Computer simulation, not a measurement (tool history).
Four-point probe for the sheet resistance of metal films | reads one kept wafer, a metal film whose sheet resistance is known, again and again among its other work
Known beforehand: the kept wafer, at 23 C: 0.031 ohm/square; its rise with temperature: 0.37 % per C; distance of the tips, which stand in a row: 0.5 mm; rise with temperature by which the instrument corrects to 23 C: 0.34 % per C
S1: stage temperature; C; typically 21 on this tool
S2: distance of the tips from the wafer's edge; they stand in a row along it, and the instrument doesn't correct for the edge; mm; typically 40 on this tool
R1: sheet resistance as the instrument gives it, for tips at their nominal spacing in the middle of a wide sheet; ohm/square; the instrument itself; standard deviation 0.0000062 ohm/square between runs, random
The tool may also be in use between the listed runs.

run   hour  S1  S2        R1
  1      0  21  40  0.031214
  2    9.3  21  42  0.031219
  3   18.8  21  42   0.03121
  4   27.9  31  40  0.031289
  5   39.2  31  40  0.031312
  6   54.4  31  40  0.031295
  7   61.1  31  40  0.031315
  8   72.8  31  40   0.03131
        74  -- stage's thermometer calibrated
  9   88.2  31  40  0.031291
 10  100.2  34  40  0.031334
 11  109.4  23  40  0.031234
 12  120.4  21  40  0.031226
 13  127.5  21  40   0.03121
 14  136.2  21  40  0.031217
 15  147.3  19   9  0.031251
     158.2  -- stage's thermometer calibrated, once more
 16  161.8  19   9  0.031254
 17  170.8  19   9  0.031258
 18  180.9  21   6  0.031354
 19  193.6  23   6  0.031366
 20  202.3  23   6   0.03138
 21    216  23   6  0.031379
 22  227.8  21  13  0.031259
 23  234.2  22   9  0.031308
 24  241.4  23  29  0.031269
 25  256.3  23  29  0.031268
 26  263.3  23  29  0.031269
 27    272  23  29  0.031282
 28  281.4  23  29  0.031273

Here are 4 independent what-if runs from the current tool condition. What would each one return?
  A  288.9  19   8   ?
  B  288.9  21   3   ?
  C  288.9  26  26   ?
  D  288.9  23  24   ?

run        R1
  A  0.031292
  B  0.031706
  C  0.031301
  D  0.031278
The same runs, with their run-to-run variation unchanged, on a tool lacking any hidden condition would have given:
run        R1
  A  0.031023
  B  0.031434
  C  0.031031
  D  0.031009
